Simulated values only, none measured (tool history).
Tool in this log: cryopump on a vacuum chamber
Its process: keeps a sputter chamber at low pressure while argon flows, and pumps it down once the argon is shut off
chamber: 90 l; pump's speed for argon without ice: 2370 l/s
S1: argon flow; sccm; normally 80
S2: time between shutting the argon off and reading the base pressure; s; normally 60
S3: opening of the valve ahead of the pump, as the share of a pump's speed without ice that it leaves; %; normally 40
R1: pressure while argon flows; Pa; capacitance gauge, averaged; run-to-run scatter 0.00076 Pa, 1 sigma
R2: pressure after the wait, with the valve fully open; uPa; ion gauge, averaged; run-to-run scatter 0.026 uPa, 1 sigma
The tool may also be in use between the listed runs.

run	hour	S1	S2	S3	R1	R2
1	0.0	80	60	40	0.1518	1.87
2	25.2	97	60	40	0.1832	1.95
3	49.2	97	60	40	0.1850	1.93
4	72.5	80	60	40	0.1533	1.89
5	93.5	80	60	40	0.1525	2.00
6	119.3	80	60	40	0.1510	1.98
7	146.9	80	60	40	0.1539	2.02
8	164.5	80	60	40	0.1533	2.04
9	177.2	80	60	40	0.1548	2.01
10	188.5	80	60	40	0.1540	2.03
11	202.8	80	60	40	0.1534	2.07
12	224.2	80	60	40	0.1539	2.12
13	249.1	80	60	40	0.1561	2.12
14	264.9	80	60	45	0.1392	2.14
15	293.0	80	148	45	0.1405	1.59
16	317.8	80	148	45	0.1408	1.67
17	329.4	80	60	40	0.1562	2.17
18	355.2	80	92	40	0.1570	1.88
19	368.7	80	92	40	0.1573	1.96
20	393.9	80	92	40	0.1563	1.99
21	407.0	127	60	50	0.2050	2.38
22	434.8	139	43	24	0.4415	2.61
# hour 442.4: pump warmed up, emptied and cooled again
23	453.4	137	43	26	0.3779	2.47
24	474.3	137	57	31	0.3168	2.09
25	489.6	137	57	31	0.3156	2.15
26	504.4	40	45	32	0.0912	2.44
27	532.1	80	222	29	0.1982	1.44
28	548.2	32	221	56	0.0421	1.50
29	566.1	58	60	18	0.2314	2.14
30	594.0	58	60	18	0.2318	2.12
31	609.2	58	60	18	0.2330	2.27
32	629.6	44	52	18	0.1769	2.34
33	644.7	111	52	34	0.2368	2.38

4 ways to go on from here, each from the tool as it stands after run 33. What would each give?
A	662.5	73	122	55	?	?
B	662.5	52	52	34	?	?
C	662.5	34	52	51	?	?
D	662.5	111	28	34	?	?

run	R1	R2
A	0.0974	1.77
B	0.1108	2.49
C	0.0497	2.38
D	0.2385	3.36
Without the tool's hidden state the same runs would have given:
run	R1	R2
A	0.0944	0.60
B	0.1087	1.29
C	0.0483	1.20
D	0.2339	2.18
